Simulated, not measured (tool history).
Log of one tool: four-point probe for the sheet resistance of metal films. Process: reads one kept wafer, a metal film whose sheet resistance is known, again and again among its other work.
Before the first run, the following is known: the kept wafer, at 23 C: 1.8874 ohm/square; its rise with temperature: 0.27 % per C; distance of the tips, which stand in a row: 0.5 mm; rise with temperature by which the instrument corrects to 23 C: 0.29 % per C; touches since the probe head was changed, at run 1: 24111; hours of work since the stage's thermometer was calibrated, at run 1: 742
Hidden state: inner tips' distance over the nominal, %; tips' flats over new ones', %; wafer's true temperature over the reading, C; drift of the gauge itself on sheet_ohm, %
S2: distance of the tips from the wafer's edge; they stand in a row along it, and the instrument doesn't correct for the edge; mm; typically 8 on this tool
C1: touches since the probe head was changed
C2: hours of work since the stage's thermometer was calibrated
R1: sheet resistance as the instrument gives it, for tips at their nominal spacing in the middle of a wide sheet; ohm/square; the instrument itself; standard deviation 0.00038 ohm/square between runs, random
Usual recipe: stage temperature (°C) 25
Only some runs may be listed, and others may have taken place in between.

Run 1, day 0: usual settings; C1 24111; C2 742. Result: R1 1.895486 ohm/square.
Run 2, day 2.862: usual settings; C1 28020; C2 789. Result: R1 1.894372 ohm/square.
Run 3, day 4.708: usual settings; C1 30546; C2 820. Result: R1 1.894249 ohm/square.
Run 4, day 6.279: usual settings; C1 32694; C2 846. Result: R1 1.893273 ohm/square.
Run 5, day 7.883: usual settings; C1 34884; C2 872. Result: R1 1.892635 ohm/square.
Run 6, day 10.275: usual settings; C1 38151; C2 911. Result: R1 1.892268 ohm/square.
At day 10.45: stage's thermometer calibrated.
Run 7, day 13.142: usual settings; C1 42043; C2 44. Result: R1 1.89183 ohm/square.
Run 8, day 15.675: usual settings but stage temperature (°C) 29, S2 46 mm; C1 45502; C2 86. Result: R1 1.884227 ohm/square.
At day 17.888: stage's thermometer calibrated, once more.
Run 9, day 18.262: usual settings but stage temperature (°C) 29, S2 46 mm; C1 49011; C2 6. Result: R1 1.883608 ohm/square.

What does the tool deliver on the next run?
Run 10, day 19.858: usual settings but stage temperature (°C) 29, S2 46 mm; C1 51192; C2 32. Result: R1 ?.

Logged for run 10: R1 1.882456 ohm/square.
With no hidden state in the tool, this same run would have given R1 1.885086 ohm/square.

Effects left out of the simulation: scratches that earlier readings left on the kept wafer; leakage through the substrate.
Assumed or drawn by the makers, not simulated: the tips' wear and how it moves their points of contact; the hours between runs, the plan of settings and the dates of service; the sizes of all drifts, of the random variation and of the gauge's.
